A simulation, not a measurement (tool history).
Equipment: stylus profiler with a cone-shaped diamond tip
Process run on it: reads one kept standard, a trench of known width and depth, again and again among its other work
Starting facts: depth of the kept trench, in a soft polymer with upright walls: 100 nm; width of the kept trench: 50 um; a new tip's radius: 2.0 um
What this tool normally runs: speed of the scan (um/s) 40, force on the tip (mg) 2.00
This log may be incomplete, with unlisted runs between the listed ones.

| run | day | speed of the scan (um/s) | force on the tip (mg) | depth of the trench (Å) | width of the trench's floor (um) |
|---|---|---|---|---|---|
| 1 | 0.000 | 40 | 2.00 | 1012.6 | 48.66 |
| 2 | 0.525 | 40 | 2.00 | 1011.8 | 48.65 |
| 3 | 1.225 | 40 | 2.00 | 1010.6 | 48.53 |
| 4 | 1.629 | 21 | 2.00 | 1010.6 | 48.71 |
| 5 | 2.225 | 40 | 2.00 | 1011.7 | 48.62 |
| 6 | 3.067 | 40 | 2.00 | 1011.3 | 48.60 |
| 7 | 3.496 | 38 | 2.00 | 1011.5 | 48.63 |
| 8 | 4.308 | 12 | 0.76 | 1006.7 | 48.72 |
| 9 | 5.104 | 10 | 5.57 | 1023.9 | 48.73 |

Run 10 is up next; what results do you expect?
| 10 | 5.475 | 11 | 1.95 | ? | ? |

{"run 10": {"depth of the trench (Å)": 1012.5, "width of the trench's floor (um)": 48.68}}
Minus the tool's unlogged condition, the same run would have read depth of the trench (Å) 1012.4, width of the trench's floor (um) 48.69.

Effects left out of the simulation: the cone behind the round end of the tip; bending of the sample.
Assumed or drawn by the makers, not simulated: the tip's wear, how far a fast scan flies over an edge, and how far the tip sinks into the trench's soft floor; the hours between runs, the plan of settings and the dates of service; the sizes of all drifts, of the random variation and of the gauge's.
